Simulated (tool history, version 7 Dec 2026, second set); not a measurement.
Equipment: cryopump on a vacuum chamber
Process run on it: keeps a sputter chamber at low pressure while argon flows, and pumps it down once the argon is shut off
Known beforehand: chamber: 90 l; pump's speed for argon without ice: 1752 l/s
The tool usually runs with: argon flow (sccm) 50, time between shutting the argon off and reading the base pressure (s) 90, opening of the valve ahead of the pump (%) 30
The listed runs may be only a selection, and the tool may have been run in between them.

run     day  argon flow (sccm)  time between shutting the argon off and reading the base pressure (s)  opening of the valve ahead of the pump (%)  pressure while argon flows (Pa)  pressure after the wait (uPa)
  1   0.000                 50                                                                     90                                          30                           0.1685                           0.69
  2   1.217                 50                                                                     90                                          30                           0.1700                           0.74
  3   2.300                 50                                                                     90                                          30                           0.1730                           0.78
  4   3.788                 50                                                                     90                                          30                           0.1744                           0.75
  5   4.667                 50                                                                     90                                          30                           0.1768                           0.76
  6   5.742                 50                                                                     90                                          30                           0.1776                           0.86
  7   7.017                 50                                                                     90                                          30                           0.1802                           0.84
  8   8.258                 50                                                                     90                                          25                           0.2165                           0.89
      9.592  -- pump warmed up, emptied and cooled again
  9   9.750                 50                                                                     90                                          25                           0.1933                           0.71
 10  10.750                 50                                                                     90                                          55                           0.0902                           0.72
 11  12.108                 50                                                                     90                                          55                           0.0926                           0.76
 12  13.350                 50                                                                    195                                          30                           0.1678                           0.65
 13  14.704                 50                                                                    195                                          30                           0.1694                           0.67
 14  15.896                 50                                                                     90                                          25                           0.2027                           0.83
 15  17.554                 50                                                                     90                                          30                           0.1738                           0.90
 16  18.312                 25                                                                     90                                          30                           0.0873                           0.91
 17  20.088                 25                                                                     90                                          30                           0.0897                           0.95
 18  21.496                 57                                                                     90                                          33                           0.1885                           0.97
 19  22.483                 74                                                                     25                                          30                           0.2716                           1.78
 20  24.371                 74                                                                     25                                          30                           0.2742                           1.77
     25.192  -- pump warmed up, emptied and cooled again
 21  25.675                 52                                                                    206                                          56                           0.0916                           0.65
 22  26.933                 35                                                                    206                                          31                           0.1108                           0.73
 23  28.529                 87                                                                     71                                          26                           0.3308                           0.94
 24  29.429                 50                                                                     26                                          30                           0.1670                           1.64
 25  30.733                 50                                                                     26                                          30                           0.1673                           1.60
 26  32.188                 87                                                                     26                                          25                           0.3565                           1.68
 27  34.004                 26                                                                     26                                          34                           0.0806                           1.75
 28  35.208                 26                                                                     26                                          34                           0.0819                           1.69
 29  36.921                 51                                                                     85                                          17                           0.3094                           1.10
 30  38.104                 72                                                                    113                                          20                           0.3773                           1.11
 31  39.283                 50                                                                     90                                          59                           0.1052                           1.21
     40.750  -- pump warmed up, emptied and cooled again
 32  40.750                 41                                                                    216                                          30                           0.1344                           0.77
 33  41.721                 32                                                                     90                                          30                           0.1053                           0.90

Predict each of these 4 candidate next runs independently; none follows another, all start after run 33:
  A  42.808                 34                                                                    146                                          30                                ?                              ?
  B  42.808                 54                                                                     90                                          15                                ?                              ?
  C  42.808                 50                                                                     40                                          29                                ?                              ?
  D  42.808                 86                                                                     90                                          16                                ?                              ?

run  pressure while argon flows (Pa)  pressure after the wait (uPa)
  A                           0.1123                           0.87
  B                           0.3521                           0.90
  C                           0.1717                           1.31
  D                           0.5263                           0.97
Without the tool's hidden state the same runs would have given:
run  pressure while argon flows (Pa)  pressure after the wait (uPa)
  A                           0.1097                           0.37
  B                           0.3479                           0.41
  C                           0.1678                           0.82
  D                           0.5197                           0.47
